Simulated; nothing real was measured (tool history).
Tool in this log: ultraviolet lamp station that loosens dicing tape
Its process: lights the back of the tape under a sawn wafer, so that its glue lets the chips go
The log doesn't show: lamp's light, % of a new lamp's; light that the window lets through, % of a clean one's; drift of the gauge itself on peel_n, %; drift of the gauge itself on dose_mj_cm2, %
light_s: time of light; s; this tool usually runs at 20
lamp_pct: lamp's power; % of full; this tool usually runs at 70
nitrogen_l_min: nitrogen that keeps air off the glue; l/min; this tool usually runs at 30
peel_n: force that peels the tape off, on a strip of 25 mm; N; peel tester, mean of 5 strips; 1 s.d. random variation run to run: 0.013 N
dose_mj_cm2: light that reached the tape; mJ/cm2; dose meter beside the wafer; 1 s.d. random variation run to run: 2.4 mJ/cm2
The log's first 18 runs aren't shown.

run	hour	light_s	lamp_pct	nitrogen_l_min	hours of work of the lamp	hours of work since the window was cleaned	peel_n	dose_mj_cm2
19	930.5	20	99	30	428	51	0.5	284
20	1005.8	20	99	30	478	102	0.595	269
21	1041.2	11	99	30	501	125	1.53	143
22	1105.4	20	75	30	544	168	1.041	191
23	1181.2	20	75	30	594	218	1.151	178
24	1257.5	20	75	30	645	269	1.274	169
# hour 1299.2: lamp changed
25	1299.2	40	68	30	0	296	0.257	460
26	1352.6	35	70	31	36	332	0.287	401
# hour 1394.1: window cleaned of glue's vapour
27	1402.5	31	97	14	68	6	0.307	537
28	1454	20	72	30	103	40	0.656	253
29	1533	20	72	30	155	92	0.721	243

Run 30 has not been measured yet. What should we expect?
30	1578.6	17	86	29	186	123	?	?

{"run 30": {"peel_n": 0.751, "dose_mj_cm2": 243}}
With no hidden state in the tool, this same run would have given peel_n 0.565 N, dose_mj_cm2 283 mJ/cm2.

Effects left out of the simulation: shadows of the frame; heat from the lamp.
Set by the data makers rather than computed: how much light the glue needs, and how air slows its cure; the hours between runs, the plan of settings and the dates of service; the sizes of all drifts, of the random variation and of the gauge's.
